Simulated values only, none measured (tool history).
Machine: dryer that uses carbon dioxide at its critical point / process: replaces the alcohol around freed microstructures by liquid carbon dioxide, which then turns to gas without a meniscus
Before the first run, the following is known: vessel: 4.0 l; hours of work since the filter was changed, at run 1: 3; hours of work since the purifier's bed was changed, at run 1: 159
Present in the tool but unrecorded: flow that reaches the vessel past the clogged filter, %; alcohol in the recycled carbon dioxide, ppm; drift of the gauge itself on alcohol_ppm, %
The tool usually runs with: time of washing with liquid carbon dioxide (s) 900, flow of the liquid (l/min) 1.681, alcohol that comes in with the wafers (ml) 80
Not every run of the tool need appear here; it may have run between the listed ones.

| run | hour | time of washing with liquid carbon dioxide (s) | flow of the liquid (l/min) | alcohol that comes in with the wafers (ml) | hours of work since the filter was changed | hours of work since the purifier's bed was changed | alcohol left in the vessel before it's heated (ppm by volume) |
|---|---|---|---|---|---|---|---|
| 1 | 0 | 900 | 1.681 | 80 | 3 | 159 | 128 |
| 2 | 16 | 900 | 1.681 | 38 | 12 | 167 | 98 |
| 3 | 43 | 900 | 1.681 | 38 | 26 | 181 | 118 |
| 4 | 68.7 | 900 | 1.681 | 80 | 39 | 195 | 152 |
| 5 | 85 | 900 | 1.681 | 80 | 48 | 203 | 157 |
| 6 | 105 | 900 | 1.681 | 80 | 58 | 213 | 155 |
| 7 | 141 | 900 | 1.681 | 80 | 77 | 232 | 175 |
| 8 | 167.8 | 900 | 1.05 | 80 | 91 | 246 | 644 |
| 9 | 184.8 | 900 | 1.681 | 80 | 100 | 255 | 183 |
| 10 | 209 | 900 | 1.681 | 80 | 112 | 267 | 203 |
| 11 | 247.5 | 900 | 1.681 | 80 | 132 | 287 | 206 |
| 12 | 266.3 | 900 | 1.681 | 80 | 142 | 297 | 206 |
| 13 | 296 | 900 | 1.681 | 80 | 157 | 313 | 222 |
| 14 | 330.6 | 900 | 1.681 | 80 | 175 | 331 | 239 |
| 15 | 349.1 | 900 | 1.681 | 80 | 185 | 340 | 249 |
| 16 | 371.5 | 540 | 1.681 | 80 | 196 | 352 | 935 |
| 17 | 406.6 | 540 | 1.681 | 80 | 215 | 370 | 927 |
|  | 437.9 | inlet filter changed |
| 18 | 437.9 | 1440 | 2.8 | 78 | 0 | 386 | 192 |
| 19 | 458.3 | 600 | 1.681 | 119 | 11 | 396 | 702 |
| 20 | 493.7 | 840 | 2.76 | 27 | 29 | 415 | 203 |
| 21 | 521.6 | 840 | 2.76 | 27 | 43 | 429 | 199 |
| 22 | 539.4 | 660 | 1.33 | 80 | 53 | 439 | 848 |
| 23 | 561.7 | 600 | 1.83 | 28 | 64 | 450 | 307 |
| 24 | 582.6 | 660 | 1.27 | 22 | 75 | 461 | 437 |
| 25 | 608.1 | 600 | 1.31 | 75 | 88 | 474 | 1122 |
| 26 | 636.7 | 600 | 1.31 | 75 | 103 | 489 | 1162 |
| 27 | 671.2 | 960 | 1.55 | 38 | 121 | 507 | 284 |
| 28 | 697.8 | 660 | 1.49 | 80 | 135 | 521 | 722 |
| 29 | 719.5 | 1020 | 2.62 | 32 | 146 | 532 | 253 |
| 30 | 751.2 | 1320 | 2.17 | 80 | 163 | 549 | 279 |

Predict the results of run 31:
|  | 784.4 | purifier's bed changed |
| 31 | 785.5 | 720 | 2.75 | 32 | 179 | 1 | ? |

alcohol left in the vessel before it's heated (ppm by volume): 15
On a tool with no hidden condition, and with the same random variation, this run would have come out at alcohol left in the vessel before it's heated (ppm by volume) 12.

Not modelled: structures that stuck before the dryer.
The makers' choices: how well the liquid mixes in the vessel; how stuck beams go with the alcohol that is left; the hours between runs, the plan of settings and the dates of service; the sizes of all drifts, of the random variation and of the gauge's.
